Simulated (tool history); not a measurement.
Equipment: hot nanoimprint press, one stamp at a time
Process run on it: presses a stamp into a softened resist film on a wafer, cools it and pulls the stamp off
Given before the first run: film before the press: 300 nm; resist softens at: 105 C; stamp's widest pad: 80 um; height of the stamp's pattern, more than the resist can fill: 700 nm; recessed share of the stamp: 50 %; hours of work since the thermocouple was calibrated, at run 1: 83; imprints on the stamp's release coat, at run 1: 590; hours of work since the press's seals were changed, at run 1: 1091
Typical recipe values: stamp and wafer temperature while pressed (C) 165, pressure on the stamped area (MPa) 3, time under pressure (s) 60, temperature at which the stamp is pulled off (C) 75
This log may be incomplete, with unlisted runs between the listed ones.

run   hour  stamp and wafer temperature while pressed (C)  pressure on the stamped area (MPa)  time under pressure (s)  temperature at which the stamp is pulled off (C)  hours of work since the thermocouple was calibrated  imprints on the stamp's release coat  hours of work since the press's seals were changed  resist left under the stamp's widest pad (angstrom)  greatest force while the stamp is pulled off (N)
  1      0                                            165                                   3                       60                                                75                                                   83                                   590                                                1091                                                 1146                                               221
  2   43.2                                            165                                   3                       60                                                75                                                  104                                   742                                                1113                                                 1147                                               230
  3   78.7                                            165                                   3                       60                                                75                                                  121                                   867                                                1130                                                 1147                                               233
  4  118.5                                            165                                   3                       60                                                75                                                  141                                  1008                                                1150                                                 1144                                               242
     149.3  -- stamp cleaned and given a new release coat
  5  171.7                                            165                                   3                       60                                                75                                                  164                                    79                                                1173                                                 1156                                               194
  6  205.5                                            165                                   3                       60                                                75                                                  181                                   198                                                1190                                                 1161                                               202
  7  231.2                                            165                                   3                       60                                                75                                                  194                                   289                                                1202                                                 1148                                               208
  8  274.4                                            165                                   3                       60                                                75                                                  215                                   441                                                1224                                                 1165                                               213
  9  312.4                                            165                                   3                       60                                                75                                                  234                                   575                                                1243                                                 1176                                               224
 10  349.1                                            165                                   3                       60                                                75                                                  252                                   704                                                1261                                                 1182                                               233
 11  391.8                                            165                                   3                       60                                                75                                                  273                                   855                                                1282                                                 1172                                               239
 12  426.7                                            165                                   3                       62                                                75                                                  290                                   978                                                1299                                                 1173                                               245
     466.6  -- stamp cleaned and given a new release coat
 13    469                                            165                                   3                       60                                                75                                                  308                                     9                                                1317                                                 1210                                               192
 14  513.7                                            165                                   3                       60                                                75                                                  330                                   166                                                1339                                                 1184                                               202
 15    553                                            160                                   3                       60                                                75                                                  350                                   305                                                1358                                                 1518                                               206
 16  603.1                                            157                                   3                       69                                                75                                                  374                                   482                                                1383                                                 1668                                               218
     635.7  -- press's hydraulic seals changed and the load cell set to zero
 17  641.4                                            157                                   3                       69                                                75                                                  389                                   588                                                   3                                                 1637                                               223

Run 18 is up next; what results do you expect?
 18  666.1                                            157                                   3                       69                                                75                                                  402                                   676                                                  15                                                    ?                                                 ?

Run 18 came out at resist left under the stamp's widest pad (angstrom) 1636, greatest force while the stamp is pulled off (N) 244.
Had the tool carried no hidden state, the very same run would have given resist left under the stamp's widest pad (angstrom) 1524, greatest force while the stamp is pulled off (N) 194.
